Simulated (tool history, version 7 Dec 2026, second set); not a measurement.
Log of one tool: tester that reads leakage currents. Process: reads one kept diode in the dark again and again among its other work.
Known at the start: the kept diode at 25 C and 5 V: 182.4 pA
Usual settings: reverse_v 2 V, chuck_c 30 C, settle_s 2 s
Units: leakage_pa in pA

{"run": 1, "hour": 0.0, "reverse_v": 2, "chuck_c": 30, "settle_s": 2, "leakage_pa": 220.5}
{"run": 2, "hour": 75.3, "reverse_v": 2, "chuck_c": 30, "settle_s": 2, "leakage_pa": 220.98}
{"run": 3, "hour": 186.9, "reverse_v": 17.23, "chuck_c": 30, "settle_s": 2, "leakage_pa": 634.36}
{"run": 4, "hour": 303.6, "reverse_v": 2, "chuck_c": 30, "settle_s": 2, "leakage_pa": 226.21}
{"run": 5, "hour": 403.4, "reverse_v": 2, "chuck_c": 30, "settle_s": 2, "leakage_pa": 226.35}
{"run": 6, "hour": 491.9, "reverse_v": 2, "chuck_c": 30, "settle_s": 2, "leakage_pa": 228.23}
{"hour": 504.4, "done": "chuck's temperature calibrated"}
{"run": 7, "hour": 599.0, "reverse_v": 2, "chuck_c": 34, "settle_s": 2, "leakage_pa": 261.32}
{"run": 8, "hour": 719.9, "reverse_v": 4.11, "chuck_c": 21, "settle_s": 1.38, "leakage_pa": 118.4}
{"run": 9, "hour": 834.7, "reverse_v": 9.09, "chuck_c": 20, "settle_s": 8.02, "leakage_pa": 159.59}
{"run": 10, "hour": 937.1, "reverse_v": 9.09, "chuck_c": 20, "settle_s": 8.02, "leakage_pa": 160.94}
{"run": 11, "hour": 1006.5, "reverse_v": 10.37, "chuck_c": 32, "settle_s": 2.67, "leakage_pa": 503}
{"run": 12, "hour": 1065.6, "reverse_v": 2, "chuck_c": 41, "settle_s": 2, "leakage_pa": 483.52}

Forecast each of these 5 alternatives for the next run:
{"run": "A", "hour": 1150.6, "reverse_v": 2, "chuck_c": 31, "settle_s": 1.04, "leakage_pa": "?"}
{"run": "B", "hour": 1150.6, "reverse_v": 2.34, "chuck_c": 28, "settle_s": 3.9, "leakage_pa": "?"}
{"run": "C", "hour": 1150.6, "reverse_v": 2.66, "chuck_c": 30, "settle_s": 0.93, "leakage_pa": "?"}
{"run": "D", "hour": 1150.6, "reverse_v": 2.44, "chuck_c": 45, "settle_s": 2, "leakage_pa": "?"}
{"run": "E", "hour": 1150.6, "reverse_v": 2.27, "chuck_c": 40, "settle_s": 0.59, "leakage_pa": "?"}

run=A leakage_pa=210.49
run=B leakage_pa=172.9
run=C leakage_pa=220.57
run=D leakage_pa=733.57
run=E leakage_pa=473.27
Without the tool's hidden state the same runs would have given:
run=A leakage_pa=200.32
run=B leakage_pa=164.3
run=C leakage_pa=209.78
run=D leakage_pa=701.34
run=E leakage_pa=451.82

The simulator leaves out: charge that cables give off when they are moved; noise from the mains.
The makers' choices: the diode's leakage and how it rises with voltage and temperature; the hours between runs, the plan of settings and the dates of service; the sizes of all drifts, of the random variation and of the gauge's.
